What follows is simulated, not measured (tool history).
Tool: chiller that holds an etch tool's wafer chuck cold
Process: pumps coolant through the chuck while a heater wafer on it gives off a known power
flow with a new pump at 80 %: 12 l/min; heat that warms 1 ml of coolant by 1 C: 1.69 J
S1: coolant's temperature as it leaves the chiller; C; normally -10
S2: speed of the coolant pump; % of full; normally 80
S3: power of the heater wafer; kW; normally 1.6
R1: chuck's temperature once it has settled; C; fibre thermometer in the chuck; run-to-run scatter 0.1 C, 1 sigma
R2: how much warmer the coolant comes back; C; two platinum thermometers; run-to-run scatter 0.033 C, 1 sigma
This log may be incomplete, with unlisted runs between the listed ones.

run,hour,S1,S2,S3,R1,R2
1,0,-10,80,1.6,1.4,4.75
2,32.7,-10,80,1.6,1.6,4.79
3,70,-10,80,1.6,1.5,4.76
4,98.7,-10,80,1.6,1.3,4.77
5,141.1,-7,80,1.6,4.5,4.72
6,165.5,-10,80,1.6,1.3,4.78
7,190.4,-10,80,1.6,1.5,4.73
8,231.4,-14,74,0.827,-7.8,2.69
# hour 239.3: coolant pump overhauled
9,276,-14,74,0.827,-7.9,2.68
10,308.4,-14,82,1.377,-4.3,4.02
11,336.5,-17,77,1.616,-4.8,4.98

Results per run with the tool's hidden condition removed, run-to-run variation unchanged:
Hidden state at play: heat passed by the chuck's channels, % of clean ones'; flow at a given pump speed, % of a new pump's; coolant's true temperature over the reading, C; drift of the gauge itself on chuck_c, C; drift of the gauge itself on warmer_back_c, C.
run,R1,R2
1,1.7,4.74
2,1.9,4.78
3,1.8,4.74
4,1.6,4.75
5,4.8,4.71
6,1.6,4.76
7,1.8,4.71
8,-7.4,2.68
9,-7.6,2.66
10,-4,3.99
11,-4.6,4.94
